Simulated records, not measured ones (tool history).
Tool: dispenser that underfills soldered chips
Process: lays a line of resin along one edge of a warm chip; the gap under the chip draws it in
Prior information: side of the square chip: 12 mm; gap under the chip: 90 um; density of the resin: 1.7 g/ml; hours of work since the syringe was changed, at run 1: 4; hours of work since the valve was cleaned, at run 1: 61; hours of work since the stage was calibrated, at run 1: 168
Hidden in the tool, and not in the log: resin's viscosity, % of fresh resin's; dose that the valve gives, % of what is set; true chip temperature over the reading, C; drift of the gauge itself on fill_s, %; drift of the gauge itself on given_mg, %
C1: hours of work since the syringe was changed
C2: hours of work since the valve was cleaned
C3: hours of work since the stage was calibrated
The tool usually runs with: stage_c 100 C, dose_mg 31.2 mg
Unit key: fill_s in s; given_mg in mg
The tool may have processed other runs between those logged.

run 1 hour=0 | stage_c=100 dose_mg=31.2 | C1=4 C2=61 C3=168 | fill_s=72.9 given_mg=30.58
-- hour=9.2 new syringe of resin
run 2 hour=14.6 | stage_c=100 dose_mg=31.2 | C1=4 C2=71 C3=178 | fill_s=72.2 given_mg=30.49
-- hour=23.1 new syringe of resin
run 3 hour=29.7 | stage_c=100 dose_mg=31.2 | C1=5 C2=82 C3=189 | fill_s=76.9 given_mg=30.48
-- hour=37 new syringe of resin
run 4 hour=42.4 | stage_c=100 dose_mg=31.2 | C1=4 C2=91 C3=198 | fill_s=72.6 given_mg=30.21
-- hour=50.8 new syringe of resin
run 5 hour=54.2 | stage_c=100 dose_mg=32.6 | C1=2 C2=100 C3=207 | fill_s=64.9 given_mg=31.66
run 6 hour=60.9 | stage_c=100 dose_mg=32.6 | C1=7 C2=105 C3=212 | fill_s=94.1 given_mg=31.44
-- hour=64.4 new syringe of resin
run 7 hour=70.3 | stage_c=100 dose_mg=32.6 | C1=4 C2=112 C3=218 | fill_s=73.8 given_mg=31.31
-- hour=78.1 new syringe of resin
run 8 hour=84.9 | stage_c=105 dose_mg=28.1 | C1=5 C2=122 C3=229 | fill_s=71.1 given_mg=26.96
-- hour=88.8 dispensing valve cleaned and set on the balance
-- hour=92.4 new syringe of resin
run 9 hour=99.2 | stage_c=105 dose_mg=28.1 | C1=5 C2=7 C3=238 | fill_s=70.9 given_mg=28
-- hour=105.6 new syringe of resin
run 10 hour=107.5 | stage_c=105 dose_mg=28.1 | C1=1 C2=13 C3=244 | fill_s=54 given_mg=28.07
run 11 hour=115.4 | stage_c=92 dose_mg=37.7 | C1=7 C2=19 C3=250 | fill_s=114.1 given_mg=37.8
-- hour=119.4 new syringe of resin
run 12 hour=122.7 | stage_c=92 dose_mg=37.7 | C1=2 C2=24 C3=255 | fill_s=76.5 given_mg=37.42

Each row is a separate what-if for the run after 12, all from the same tool condition, not one after another. Results?
-- hour=133 new syringe of resin
run A hour=135.9 | stage_c=113 dose_mg=28.9 | C1=2 C2=34 C3=265 | fill_s=? given_mg=?
-- hour=133 new syringe of resin
run B hour=135.9 | stage_c=100 dose_mg=38.8 | C1=2 C2=34 C3=265 | fill_s=? given_mg=?
-- hour=133 new syringe of resin
run C hour=135.9 | stage_c=90 dose_mg=29.1 | C1=2 C2=34 C3=265 | fill_s=? given_mg=?
-- hour=133 new syringe of resin
run D hour=135.9 | stage_c=114 dose_mg=32 | C1=2 C2=34 C3=265 | fill_s=? given_mg=?
-- hour=133 new syringe of resin
run E hour=135.9 | stage_c=97 dose_mg=35 | C1=2 C2=34 C3=265 | fill_s=? given_mg=?

run=A fill_s=45.5 given_mg=28.73
run=B fill_s=61 given_mg=38.19
run=C fill_s=83.5 given_mg=28.78
run=D fill_s=43.1 given_mg=31.68
run=E fill_s=66.6 given_mg=34.63
With the hidden condition removed and each run's random variation left untouched, the same runs would have given:
run=A fill_s=40.1 given_mg=29.03
run=B fill_s=54 given_mg=38.59
run=C fill_s=74.1 given_mg=29.08
run=D fill_s=38.1 given_mg=32.01
run=E fill_s=59.1 given_mg=34.99
